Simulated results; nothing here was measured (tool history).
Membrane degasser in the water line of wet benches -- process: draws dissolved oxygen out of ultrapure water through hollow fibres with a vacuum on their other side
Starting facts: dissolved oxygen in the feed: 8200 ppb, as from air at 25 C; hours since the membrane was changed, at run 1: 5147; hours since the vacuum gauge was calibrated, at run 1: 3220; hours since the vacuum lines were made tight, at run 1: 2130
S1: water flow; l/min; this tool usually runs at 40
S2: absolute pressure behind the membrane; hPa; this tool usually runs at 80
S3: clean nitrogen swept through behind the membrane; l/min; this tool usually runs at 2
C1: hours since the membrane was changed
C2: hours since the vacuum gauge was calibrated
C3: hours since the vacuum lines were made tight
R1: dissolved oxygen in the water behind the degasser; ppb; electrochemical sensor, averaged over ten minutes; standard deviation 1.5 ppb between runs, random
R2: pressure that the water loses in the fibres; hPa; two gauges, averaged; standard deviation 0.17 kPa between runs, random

run	hour	S1	S2	S3	C1	C2	C3	R1	R2
1	0	40	80	2	5147	3220	2130	219.9	279.7
2	129.1	40	80	2	5277	3349	2259	225.7	275.7
3	225.1	40	80	2	5372	3445	2355	222.1	276.7
4	358.3	26	80	2	5506	3578	2488	148.8	181.1
5	464.9	26	80	2	5612	3685	2595	150.4	179.6
6	538.1	38	80	2	5686	3758	2668	212.5	265.8
7	643.5	48	80	2	5791	3863	2773	262	335.9
8	747.3	48	80	2	5895	3967	2877	268.4	332.2
9	852.3	40	53.8	2	6000	4072	2982	110.3	282.1
10	947.7	30	80	2	6095	4167	3077	172.3	211
11	1027.7	30	80	2	6175	4247	3157	174.1	210.6
12	1129.5	40	80	2	6277	4349	3259	229.5	280.5
13	1213	40	80	2	6360	4433	3343	228.6	281.1
# hour 1249.4: vacuum gauge calibrated
14	1277.1	40	80	2	6424	28	3406	218.1	284.7
15	1421.5	40	147.8	2	6568	172	3551	496.9	283.7
16	1482.6	40	80	2.9	6630	233	3612	158.9	283.4
17	1590.6	56	143.9	2.9	6738	341	3720	477.4	396.6
18	1717.2	56	143.9	2.9	6864	468	3846	478.7	396.8
19	1824.9	36	143.9	0.91	6972	576	3954	827.5	257.1
20	1942	36	143.9	0.91	7089	693	4071	815.3	258.2
21	2003.5	46	143.9	1.45	7150	754	4133	703.9	326.1
22	2106.6	53	80	2	7254	857	4236	285.8	379
23	2191.8	56	49.9	2.88	7339	942	4321	98.9	395.6
24	2337.2	56	49.9	2.88	7484	1088	4466	100.4	402.4
25	2442.9	56	49.9	2.88	7590	1194	4572	100.8	403.9
26	2518	56	49.9	2.88	7665	1269	4647	100.3	399.4
27	2619.1	56	49.9	2.88	7766	1370	4748	100.7	404
28	2761.8	48	58.5	1.31	7909	1512	4891	209.2	344.4
29	2873.7	40	114.3	2	8021	1624	5003	365.7	284.9
30	3003.3	40	114.3	2	8150	1754	5132	365	288.4
31	3107.5	25	56.2	2.25	8254	1858	5237	66.1	181.4
32	3196	25	162.5	2.52	8343	1947	5325	304.3	182.4

Difference, measured minus no-hidden-state, one row per run. Run-to-run variation is common to both terms; the gauge's own scatter need not be:
Hidden state present: membrane still open, %; true pressure behind the membrane over the reading, kPa; air that leaks in behind the membrane, l/min; drift of the gauge itself on oxygen_ppb, %; drift of the gauge itself on loss_of_pressure_kpa, %.
run	R1	R2
1	+8.7	+17.1
2	+9.3	+17.4
3	+9.4	+17.7
4	+6.4	+11.8
5	+6.7	+12
6	+9.7	+17.9
7	+13.1	+22.9
8	+13.7	+23.3
9	+10.5	+19.8
10	+8.5	+15.1
11	+8.8	+15.2
12	+12.1	+20.8
13	+12.3	+21
14	+2	+21.3
15	+4.7	+21.7
16	+3.2	+22
17	+8.7	+31.2
18	+9.2	+31.7
19	+1.6	+20.8
20	+2	+21.1
21	+5.9	+27.3
22	+7.7	+31.9
23	+9	+34.1
24	+9.5	+35
25	+9.9	+35.6
26	+10.1	+35.8
27	+10.5	+36.4
28	+7	+31.6
29	+7.9	+26.8
30	+8.2	+27.4
31	+2.8	+17.3
32	+9.2	+17.6

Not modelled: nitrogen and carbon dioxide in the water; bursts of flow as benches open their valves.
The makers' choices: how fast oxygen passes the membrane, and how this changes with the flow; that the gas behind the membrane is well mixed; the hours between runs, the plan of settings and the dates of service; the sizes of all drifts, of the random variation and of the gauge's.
